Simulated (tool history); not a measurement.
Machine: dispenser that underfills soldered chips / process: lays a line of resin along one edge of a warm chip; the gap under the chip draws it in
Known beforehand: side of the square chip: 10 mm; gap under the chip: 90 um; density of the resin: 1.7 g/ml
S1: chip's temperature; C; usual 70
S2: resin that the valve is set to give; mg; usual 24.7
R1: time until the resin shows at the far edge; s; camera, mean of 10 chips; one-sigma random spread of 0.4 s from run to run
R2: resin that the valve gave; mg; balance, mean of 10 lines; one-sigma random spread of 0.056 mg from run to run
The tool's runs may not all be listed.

| run | hour | S1 | S2 | R1 | R2 |
|---|---|---|---|---|---|
| 1 | 0 | 70 | 24.7 | 35.8 | 24.64 |
|  | 1.7 | new syringe of resin |
| 2 | 3.9 | 56 | 24.7 | 45 | 24.57 |
| 3 | 9.7 | 56 | 24.7 | 53.4 | 24.38 |
|  | 13.8 | new syringe of resin |
| 4 | 13.8 | 70 | 23.1 | 26.5 | 22.86 |
| 5 | 17.8 | 70 | 23.1 | 29.4 | 22.78 |
| 6 | 20.9 | 70 | 24.7 | 31.9 | 24.25 |
| 7 | 24.1 | 70 | 24.7 | 35.9 | 24.33 |
|  | 26 | new syringe of resin |
| 8 | 27.3 | 70 | 24.7 | 27 | 24.17 |
| 9 | 30.7 | 70 | 28.6 | 28.8 | 28.03 |
| 10 | 36.4 | 70 | 28.5 | 34.9 | 27.84 |
|  | 38.3 | new syringe of resin |
| 11 | 42 | 70 | 28.5 | 28.4 | 27.77 |
| 12 | 46 | 70 | 28.5 | 32.5 | 27.76 |
|  | 50.5 | new syringe of resin |
| 13 | 50.5 | 70 | 28.5 | 25.5 | 27.57 |
| 14 | 54.6 | 70 | 24.7 | 29.5 | 23.92 |
| 15 | 59 | 70 | 24.7 | 34.3 | 23.78 |
| 16 | 61.8 | 70 | 24.7 | 36.4 | 23.84 |
|  | 62.7 | new syringe of resin |
| 17 | 67 | 70 | 24.7 | 30.3 | 23.89 |
| 18 | 69.7 | 70 | 24.7 | 33.3 | 23.7 |
|  | 75.2 | new syringe of resin |
| 19 | 75.5 | 70 | 24.7 | 26.1 | 23.63 |
| 20 | 81.2 | 70 | 25.5 | 32 | 24.32 |
| 21 | 84 | 70 | 25.5 | 34.6 | 24.31 |
|  | 87.5 | new syringe of resin |
| 22 | 87.5 | 76 | 22.7 | 21.5 | 21.52 |
|  | 90.4 | dispensing valve cleaned and set on the balance |
| 23 | 93.9 | 75 | 22.5 | 25.9 | 22.45 |
| 24 | 99 | 57 | 31.8 | 54.2 | 31.53 |
|  | 100.8 | new syringe of resin |
| 25 | 103.5 | 57 | 31.8 | 43.2 | 31.48 |
| 26 | 107.4 | 84 | 31.8 | 20.4 | 31.49 |
|  | 112.9 | new syringe of resin |
| 27 | 112.9 | 84 | 31.8 | 16.3 | 31.31 |
| 28 | 118.7 | 73 | 21.7 | 29 | 21.47 |
| 29 | 124.1 | 57 | 26.2 | 56.6 | 25.68 |
|  | 125.1 | new syringe of resin |
| 30 | 127.2 | 76 | 26.8 | 22.2 | 26.26 |
| 31 | 132.7 | 76 | 26.8 | 27.7 | 26.15 |
| 32 | 136.1 | 76 | 26.8 | 29.3 | 26.06 |
|  | 137.4 | new syringe of resin |
| 33 | 142.1 | 75 | 31.6 | 25.5 | 30.72 |
| 34 | 147.1 | 68 | 21.3 | 39.1 | 20.67 |
|  | 149.8 | new syringe of resin |
| 35 | 150.8 | 68 | 21.3 | 29.8 | 20.61 |

Alternative continuations, all from the tool just after run 35; predict every row:
| A | 156 | 83 | 21.1 | ? | ? |
| B | 156 | 67 | 24.7 | ? | ? |
| C | 156 | 64 | 30 | ? | ? |
| D | 156 | 68 | 26.7 | ? | ? |
| E | 156 | 68 | 24.7 | ? | ? |

| run | R1 | R2 |
|---|---|---|
| A | 22.7 | 20.39 |
| B | 34.6 | 23.85 |
| C | 38.6 | 28.91 |
| D | 33.4 | 25.71 |
| E | 34.1 | 23.9 |
The same runs, with their run-to-run variation unchanged, on a tool lacking any hidden condition would have given:
| run | R1 | R2 |
|---|---|---|
| A | 18.4 | 21.13 |
| B | 27.9 | 24.71 |
| C | 31.4 | 29.95 |
| D | 27 | 26.65 |
| E | 27.5 | 24.77 |
